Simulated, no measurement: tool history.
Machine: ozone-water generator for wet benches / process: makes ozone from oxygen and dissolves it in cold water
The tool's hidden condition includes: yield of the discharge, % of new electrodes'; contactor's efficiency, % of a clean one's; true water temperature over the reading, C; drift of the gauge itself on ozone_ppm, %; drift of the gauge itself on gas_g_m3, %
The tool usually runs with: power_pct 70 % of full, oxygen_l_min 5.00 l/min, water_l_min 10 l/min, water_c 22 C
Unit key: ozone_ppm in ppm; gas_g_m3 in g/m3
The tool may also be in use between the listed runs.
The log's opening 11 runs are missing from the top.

run	hour	power_pct	oxygen_l_min	water_l_min	water_c	hours of work since the electrodes were changed	hours of work since the contactor was cleaned	hours of work since the thermometer was calibrated	ozone_ppm	gas_g_m3
12	528.6	62	2.84	10	28	2058	3276	613	14.7	178.7
13	602.4	62	2.84	15	28	2115	3333	670	10.0	179.9
14	656.4	70	4.55	10	22	2157	3375	712	18.1	163.8
# hour 715.2: gauge calibrated
15	735.4	70	4.55	10	22	2218	3436	773	18.2	168.4
16	773.0	45	5.00	10	22	2247	3465	802	12.7	110.5
17	821.5	47	5.00	10	22	2285	3503	840	13.1	115.7
18	898.3	43	7.46	10	19	2344	3562	899	12.6	90.9
19	956.7	43	6.92	10	19	2390	3607	945	12.5	92.5
20	1018.1	82	6.92	10	20	2437	3655	992	21.2	160.5
21	1063.5	82	6.92	10	20	2472	3690	1027	21.1	160.4
22	1136.8	58	5.00	10	17	2529	3747	1084	17.4	134.1
23	1207.9	70	5.00	10	14	2584	3802	1139	21.5	159.9
24	1246.8	70	6.24	8	22	2614	3832	1169	21.0	144.4
25	1319.8	50	6.92	8	25	2671	3888	1226	14.3	104.1
26	1396.6	70	4.14	10	22	2730	3948	1285	18.4	169.7
27	1432.6	43	5.00	6	22	2758	3976	1313	17.1	103.2
28	1507.5	96	4.19	7	22	2816	4034	1371	31.5	218.6
29	1574.2	57	4.19	7	28	2867	4085	1422	17.7	141.4
30	1625.4	57	4.19	7	28	2907	4125	1462	17.6	140.4
31	1682.5	94	5.00	10	22	2951	4169	1506	23.2	196.5

Run 32 comes next. What will it give?
# hour 1731.0: gauge calibrated
32	1743.2	53	5.00	7	30	2998	4216	1553	?	?

Run 32 yielded ozone_ppm 15.4 ppm, gas_g_m3 126.8 g/m3.
With the hidden condition absent and the run-to-run variation left alone, this run would have shown ozone_ppm 15.4 ppm, gas_g_m3 127.0 g/m3.

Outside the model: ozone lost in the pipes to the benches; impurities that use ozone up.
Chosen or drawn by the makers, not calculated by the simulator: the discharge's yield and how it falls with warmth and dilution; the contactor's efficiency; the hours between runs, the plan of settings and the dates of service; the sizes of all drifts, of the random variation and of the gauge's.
